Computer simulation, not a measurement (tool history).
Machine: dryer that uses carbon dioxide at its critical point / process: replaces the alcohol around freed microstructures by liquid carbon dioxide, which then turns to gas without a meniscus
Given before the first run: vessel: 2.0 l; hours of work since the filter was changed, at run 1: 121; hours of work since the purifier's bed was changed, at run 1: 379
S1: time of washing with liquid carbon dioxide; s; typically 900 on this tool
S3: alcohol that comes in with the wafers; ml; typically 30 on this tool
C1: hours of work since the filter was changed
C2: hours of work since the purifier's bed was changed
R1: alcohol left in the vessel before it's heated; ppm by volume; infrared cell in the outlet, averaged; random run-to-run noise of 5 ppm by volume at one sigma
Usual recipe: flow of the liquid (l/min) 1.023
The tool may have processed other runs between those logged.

run 1 hour=0.0 | S1=900 flow_of_the_liquid_(l/min)=1.023 S3=30 | C1=121 C2=379 | R1=111
run 2 hour=28.6 | S1=900 flow_of_the_liquid_(l/min)=1.023 S3=30 | C1=140 C2=398 | R1=111
run 3 hour=66.0 | S1=900 flow_of_the_liquid_(l/min)=0.740 S3=30 | C1=165 C2=422 | R1=215
run 4 hour=116.3 | S1=900 flow_of_the_liquid_(l/min)=1.023 S3=24 | C1=198 C2=456 | R1=121
run 5 hour=172.3 | S1=900 flow_of_the_liquid_(l/min)=1.023 S3=24 | C1=235 C2=493 | R1=135
-- hour=182.4 inlet filter changed
run 6 hour=222.7 | S1=900 flow_of_the_liquid_(l/min)=1.023 S3=24 | C1=27 C2=525 | R1=137
run 7 hour=258.9 | S1=900 flow_of_the_liquid_(l/min)=1.023 S3=30 | C1=51 C2=549 | R1=137
run 8 hour=300.9 | S1=900 flow_of_the_liquid_(l/min)=1.023 S3=22 | C1=78 C2=577 | R1=139
run 9 hour=335.2 | S1=900 flow_of_the_liquid_(l/min)=1.023 S3=22 | C1=101 C2=600 | R1=147
run 10 hour=379.0 | S1=900 flow_of_the_liquid_(l/min)=1.023 S3=30 | C1=130 C2=629 | R1=167
run 11 hour=419.5 | S1=600 flow_of_the_liquid_(l/min)=1.023 S3=30 | C1=157 C2=656 | R1=325
run 12 hour=483.0 | S1=900 flow_of_the_liquid_(l/min)=1.023 S3=30 | C1=199 C2=697 | R1=185
-- hour=543.9 inlet filter changed
run 13 hour=549.5 | S1=900 flow_of_the_liquid_(l/min)=1.023 S3=30 | C1=4 C2=741 | R1=183
run 14 hour=587.1 | S1=900 flow_of_the_liquid_(l/min)=1.023 S3=30 | C1=29 C2=766 | R1=184
run 15 hour=620.1 | S1=1140 flow_of_the_liquid_(l/min)=1.023 S3=30 | C1=50 C2=787 | R1=187
run 16 hour=652.8 | S1=900 flow_of_the_liquid_(l/min)=1.023 S3=40 | C1=72 C2=809 | R1=196
run 17 hour=694.6 | S1=900 flow_of_the_liquid_(l/min)=1.023 S3=30 | C1=100 C2=837 | R1=206
run 18 hour=736.5 | S1=900 flow_of_the_liquid_(l/min)=1.023 S3=30 | C1=127 C2=864 | R1=208
run 19 hour=790.0 | S1=900 flow_of_the_liquid_(l/min)=1.023 S3=30 | C1=163 C2=900 | R1=223
run 20 hour=824.1 | S1=840 flow_of_the_liquid_(l/min)=1.023 S3=30 | C1=185 C2=922 | R1=242
run 21 hour=881.0 | S1=1020 flow_of_the_liquid_(l/min)=1.023 S3=30 | C1=223 C2=960 | R1=229
-- hour=907.5 inlet filter changed
run 22 hour=924.3 | S1=1020 flow_of_the_liquid_(l/min)=1.500 S3=62 | C1=11 C2=988 | R1=224

Predict the results of run 23:
run 23 hour=985.5 | S1=600 flow_of_the_liquid_(l/min)=1.500 S3=119 | C1=52 C2=1028 | R1=?

R1: 285 ppm by volume
Minus the tool's unlogged condition, the same run would have read R1 47 ppm by volume.

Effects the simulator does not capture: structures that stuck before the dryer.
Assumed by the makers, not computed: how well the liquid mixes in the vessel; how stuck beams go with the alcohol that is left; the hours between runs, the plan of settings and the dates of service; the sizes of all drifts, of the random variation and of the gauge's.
